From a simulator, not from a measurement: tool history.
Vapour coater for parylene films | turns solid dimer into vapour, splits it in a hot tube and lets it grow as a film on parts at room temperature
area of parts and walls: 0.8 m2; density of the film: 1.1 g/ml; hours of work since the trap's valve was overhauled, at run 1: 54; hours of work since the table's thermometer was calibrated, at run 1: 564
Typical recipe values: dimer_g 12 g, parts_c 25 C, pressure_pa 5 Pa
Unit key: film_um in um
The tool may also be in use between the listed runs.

run,hour,dimer_g,parts_c,pressure_pa,hours of work since the trap's valve was overhauled,hours of work since the table's thermometer was calibrated,film_um
1,0,12,25,5,54,564,9.42
2,14.7,12,25,5,65,575,9.47
3,37.1,12,25,5,82,592,9.18
4,54.2,12,25,5,95,605,9.31
5,78.3,12,25,2.54,114,624,10.15
6,92,12,25,2.54,124,634,10.15
7,104.2,12,25,5,134,644,9.15
8,127.7,12,24,5,152,662,9.19
9,150.4,19,25,5,169,679,14.28
10,169.2,19,25,5,183,693,14.2
11,194.4,12,25,5,202,713,9.04
12,205.1,12,25,5,211,721,8.74
13,227.6,12,25,5,228,738,8.72
14,244.3,12,25,5,241,751,8.69
# hour 253.1: trap's valve overhauled
15,261.4,12,32,5,6,761,8.03
16,274.9,12,32,5,17,771,7.97
17,297.6,12,32,5,34,788,8.03
18,322.1,12,32,5,53,807,7.96
19,346.8,12,25,3.63,72,826,9.92
20,360.2,12,25,3.63,82,836,9.83
21,377.5,19,25,3.63,95,849,15.49
22,402.7,19,25,2.43,114,869,16.52
23,420.8,12,25,5,128,882,9.14
24,445.6,12,19,5,147,901,10.51
25,466.6,20,35,4.45,163,917,12.04
26,489,13,37,5,180,935,7.26
27,503.7,8,18,2.4,191,946,7.99
28,522.2,8,31,7.1,206,960,4.81
29,545.4,14,31,2.73,223,978,9.64
30,561.8,12,25,2.39,236,990,9.74
# hour 576.9: trap's valve overhauled
31,581.4,7,18,2.79,3,1002,7.29
32,594.1,11,36,2.79,13,1012,7.33
33,610.3,11,36,5.35,26,1024,6.49
34,633.9,9,25,4.44,44,1042,7.25
35,654.5,9,25,4.44,59,1058,7.28
36,674.3,10,19,2.54,74,1073,9.88
37,691.1,9,21,2.84,87,1086,8.27
38,708.2,16,25,5,100,1099,12.43
39,720.4,16,25,5,110,1108,12.17
40,737.8,16,25,5,123,1121,12.13
41,757,20,17,5,138,1136,18.38
42,775.5,13,20,11.25,152,1150,9.65
43,795.8,12,21,2.8,167,1166,10.78
44,817,19,21,2.52,183,1182,17.6
45,828.4,12,25,10.34,192,1191,7.84
46,841.1,22,31,10.34,202,1200,12.34
47,855.6,12,25,10.29,213,1211,7.79

Describe how what the log doesn't record of the tool's condition differs between the last listed run preceding each entry between runs and the first listed run following it.
In the gap between runs 14 and 15: trap's valve overhauled (hour 253.1)
  vapour lost through the trap's worn valve, %: 10.5 -> 0.8; true temperature of the parts over the reading, C: 0.69 -> 0.7
  difference, measured minus the result without the unlogged condition, film_um: -1.19 -> -0.2 um
In the gap between runs 30 and 31: trap's valve overhauled (hour 576.9)
  vapour lost through the trap's worn valve, %: 9.8 -> 0.7; true temperature of the parts over the reading, C: 0.89 -> 0.9
  difference, measured minus the result without the unlogged condition, film_um: -1.3 -> -0.22 um
